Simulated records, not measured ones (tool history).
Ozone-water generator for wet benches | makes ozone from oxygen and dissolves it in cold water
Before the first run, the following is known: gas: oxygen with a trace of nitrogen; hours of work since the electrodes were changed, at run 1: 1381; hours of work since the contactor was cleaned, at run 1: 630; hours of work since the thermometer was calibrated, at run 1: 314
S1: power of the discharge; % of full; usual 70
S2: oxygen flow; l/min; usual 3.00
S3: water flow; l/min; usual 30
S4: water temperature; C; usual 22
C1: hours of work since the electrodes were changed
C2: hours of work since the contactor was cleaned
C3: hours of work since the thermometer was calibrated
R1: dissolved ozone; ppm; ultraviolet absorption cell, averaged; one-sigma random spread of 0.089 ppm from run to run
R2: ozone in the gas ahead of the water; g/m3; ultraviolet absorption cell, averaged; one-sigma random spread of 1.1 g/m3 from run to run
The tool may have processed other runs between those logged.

run    hour  S1    S2  S3  S4    C1    C2    C3     R1     R2
  1     0.0  70  3.00  30  22  1381   630   314  12.19  200.5
  2    67.9  70  3.00  23  22  1437   687   370  15.66  201.7
  3   147.3  70  3.00  23  22  1503   753   436  15.78  202.8
  4   185.4  70  3.00  23  22  1535   785   468  15.79  198.9
  5   252.2  70  4.05  30  22  1591   840   524  13.32  179.3
  6   327.6  70  4.05  30  22  1654   903   586  13.69  182.8
  7   402.8  70  4.05  30  22  1716   966   649  13.39  181.5
  8   459.4  70  2.92  30  22  1763  1013   696  12.02  202.4
  9   514.0  70  4.44  30  22  1809  1058   742  13.95  176.2
 10   572.1  70  3.00  30  30  1857  1107   790  11.37  203.2
 11   646.6  70  3.00  30  22  1919  1169   852  12.14  204.5
 12   698.0  70  3.00  30  22  1962  1212   895  12.17  202.8
 13   769.5  70  3.00  30  22  2022  1271   955  12.30  202.5
 14   834.9  70  3.00  30  22  2076  1326  1009  12.15  203.2
 15   871.2  70  3.06  30  26  2106  1356  1039  11.74  202.4
 16   948.3  70  3.06  30  26  2171  1420  1104  11.83  202.1
 17  1006.3  69  3.00  34  22  2219  1469  1152  10.58  199.6
 18  1085.8  46  3.00  30  22  2285  1535  1218   9.15  157.0
 19  1132.9  46  3.00  30  22  2324  1574  1257   9.22  157.8
 20  1190.0  46  3.00  30  22  2372  1622  1305   9.26  157.3
 21  1270.5  46  1.78  46  22  2439  1689  1372   4.58  188.9
 22  1350.2  45  1.78  22  22  2506  1755  1438  10.11  186.9
 23  1400.8  45  4.66  22  22  2548  1797  1481  13.73  132.2
 24  1441.4  70  3.00  19  22  2582  1831  1514  18.53  207.2
 25  1479.2  72  2.32  46  26  2613  1863  1546   6.88  229.6
 26  1561.0  70  3.00  36  18  2681  1931  1614  10.39  204.4
 27  1624.0  96  3.00  36  18  2734  1983  1667  12.62  252.8
 28  1681.6  96  3.00  36  18  2782  2031  1714  12.66  254.1

3 ways to go on from here, each from the tool as it stands after run 28. What would each give?
     1710.2  -- gauge calibrated
  A  1742.0  50  3.00  20  14  2832  2082  1765   ?   ?
     1710.2  -- gauge calibrated
  B  1742.0  70  2.60  30  22  2832  2082  1765   ?   ?
     1710.2  -- gauge calibrated
  C  1742.0  51  3.00  30  22  2832  2082  1765   ?   ?

run     R1     R2
  A  15.42  160.9
  B  11.62  212.0
  C   9.96  164.3
The same runs, with their run-to-run variation unchanged, on a tool lacking any hidden condition would have given:
run     R1     R2
  A  15.42  160.9
  B  11.62  212.0
  C   9.97  164.3

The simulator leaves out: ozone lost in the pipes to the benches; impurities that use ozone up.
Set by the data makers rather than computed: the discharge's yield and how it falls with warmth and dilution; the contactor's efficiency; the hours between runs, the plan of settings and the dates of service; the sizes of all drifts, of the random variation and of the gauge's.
